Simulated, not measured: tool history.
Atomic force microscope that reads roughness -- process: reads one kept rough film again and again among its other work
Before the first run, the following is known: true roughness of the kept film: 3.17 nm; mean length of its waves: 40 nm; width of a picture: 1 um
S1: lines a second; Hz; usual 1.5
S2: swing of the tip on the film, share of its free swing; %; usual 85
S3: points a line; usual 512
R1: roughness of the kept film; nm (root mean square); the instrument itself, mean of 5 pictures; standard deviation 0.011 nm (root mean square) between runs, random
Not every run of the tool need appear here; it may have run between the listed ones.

run,day,S1,S2,S3,R1
1,0,1.5,85,512,2.365
2,0.2,1.5,85,512,2.375
3,0.546,1.5,85,512,2.356
4,0.908,1.5,58,512,2.649
5,1.262,1.5,58,512,2.651
6,1.562,1.5,58,512,2.626
7,1.788,1.5,58,512,2.642
8,2.125,1.5,85,512,2.31
9,2.375,1.5,85,512,2.309
10,2.55,0.51,85,512,2.554
11,2.733,0.51,85,512,2.55
# day 3.125: new tip fitted
12,3.125,0.51,85,512,2.752
13,3.525,0.51,85,512,2.722
14,3.771,0.51,61,512,2.846
15,3.95,0.51,62,512,2.842
16,4.258,1.5,85,512,2.47
17,4.588,1.5,85,512,2.415
18,4.788,0.98,85,512,2.571
19,5.146,1.5,72,512,2.631
20,5.404,1.5,72,512,2.605
21,5.654,1.5,60,512,2.723
22,5.942,1.5,85,512,2.415
23,6.208,2.75,85,512,2.138
24,6.542,2.75,85,512,2.131
25,6.771,1.5,85,512,2.38
26,6.967,1.5,85,512,2.378
27,7.233,1.2,81,512,2.516
28,7.454,1.2,81,512,2.476
29,7.712,1.2,81,512,2.498
30,7.954,1.94,63,512,2.559
31,8.267,3.15,82,512,2.097
32,8.467,0.81,63,606,2.668
33,8.704,0.81,63,606,2.661
34,8.962,0.81,63,606,2.646
35,9.367,0.81,63,499,2.633
36,9.662,1.24,85,426,2.369
37,9.921,1.24,85,426,2.328
# day 10.217: new tip fitted
38,10.246,1.24,77,862,2.662
39,10.429,1.5,62,512,2.781
40,10.75,1.5,62,460,2.762
41,11.1,1.5,66,512,2.722
42,11.362,3.87,76,512,2.241
43,11.725,3.87,76,512,2.232
44,12.042,1.57,56,382,2.744
45,12.458,1.5,71,438,2.62
46,12.858,2.07,76,413,2.449
47,13.171,1.19,69,268,2.633
48,13.562,2.45,82,298,2.231
49,13.838,1.38,85,709,2.4
50,14.221,0.73,61,709,2.712
51,14.442,0.78,63,670,2.705
52,14.704,2.87,85,457,2.08

Here are 4 independent what-if runs from the current tool condition. What would each one return?
A,14.946,1.5,72,385,?
B,14.946,1.5,59,512,?
C,14.946,2.87,57,481,?
D,14.946,1.53,86,654,?

run,R1
A,2.532
B,2.655
C,2.58
D,2.33
The same runs, with their run-to-run variation unchanged, on a tool lacking any hidden condition would have given:
run,R1
A,2.697
B,2.827
C,2.747
D,2.481
